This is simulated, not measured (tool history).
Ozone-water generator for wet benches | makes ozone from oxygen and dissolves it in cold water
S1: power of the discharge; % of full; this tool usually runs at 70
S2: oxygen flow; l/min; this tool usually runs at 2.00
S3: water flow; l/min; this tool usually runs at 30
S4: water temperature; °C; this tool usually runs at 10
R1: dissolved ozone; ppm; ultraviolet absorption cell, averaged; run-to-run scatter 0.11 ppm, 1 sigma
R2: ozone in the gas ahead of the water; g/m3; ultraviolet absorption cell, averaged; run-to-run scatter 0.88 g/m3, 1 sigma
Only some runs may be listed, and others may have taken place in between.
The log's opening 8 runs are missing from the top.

{"run": 9, "hour": 784.3, "S1": 52, "S2": 2.0, "S3": 30, "S4": 10, "R1": 4.5, "R2": 109.5}
{"hour": 817.0, "done": "contactor cleaned"}
{"run": 10, "hour": 923.5, "S1": 70, "S2": 2.0, "S3": 30, "S4": 10, "R1": 5.6, "R2": 128.5}
{"run": 11, "hour": 1028.8, "S1": 70, "S2": 1.68, "S3": 30, "S4": 10, "R1": 5.3, "R2": 141.3}
{"run": 12, "hour": 1102.6, "S1": 70, "S2": 1.68, "S3": 30, "S4": 10, "R1": 5.1, "R2": 140.8}
{"run": 13, "hour": 1234.9, "S1": 70, "S2": 1.68, "S3": 30, "S4": 10, "R1": 5.4, "R2": 141.7}
{"run": 14, "hour": 1306.3, "S1": 70, "S2": 2.0, "S3": 30, "S4": 10, "R1": 5.5, "R2": 126.8}
{"run": 15, "hour": 1431.4, "S1": 70, "S2": 2.0, "S3": 30, "S4": 10, "R1": 5.5, "R2": 125.7}
{"run": 16, "hour": 1553.3, "S1": 70, "S2": 2.0, "S3": 30, "S4": 10, "R1": 5.7, "R2": 127.4}
{"run": 17, "hour": 1636.1, "S1": 70, "S2": 1.26, "S3": 30, "S4": 10, "R1": 4.7, "R2": 164.7}
{"run": 18, "hour": 1764.9, "S1": 70, "S2": 1.97, "S3": 48, "S4": 16, "R1": 3.1, "R2": 126.9}
{"run": 19, "hour": 1872.2, "S1": 70, "S2": 1.97, "S3": 48, "S4": 16, "R1": 3.0, "R2": 125.8}
{"run": 20, "hour": 2002.8, "S1": 70, "S2": 1.97, "S3": 48, "S4": 16, "R1": 3.2, "R2": 124.8}

Run 21 is up next; what results do you expect?
{"run": 21, "hour": 2087.2, "S1": 70, "S2": 1.57, "S3": 30, "S4": 10, "R1": "?", "R2": "?"}

R1: 5.1 ppm
R2: 142.9 g/m3
Without the tool's hidden state the same run would have given R1 6.0 ppm, R2 164.9 g/m3.
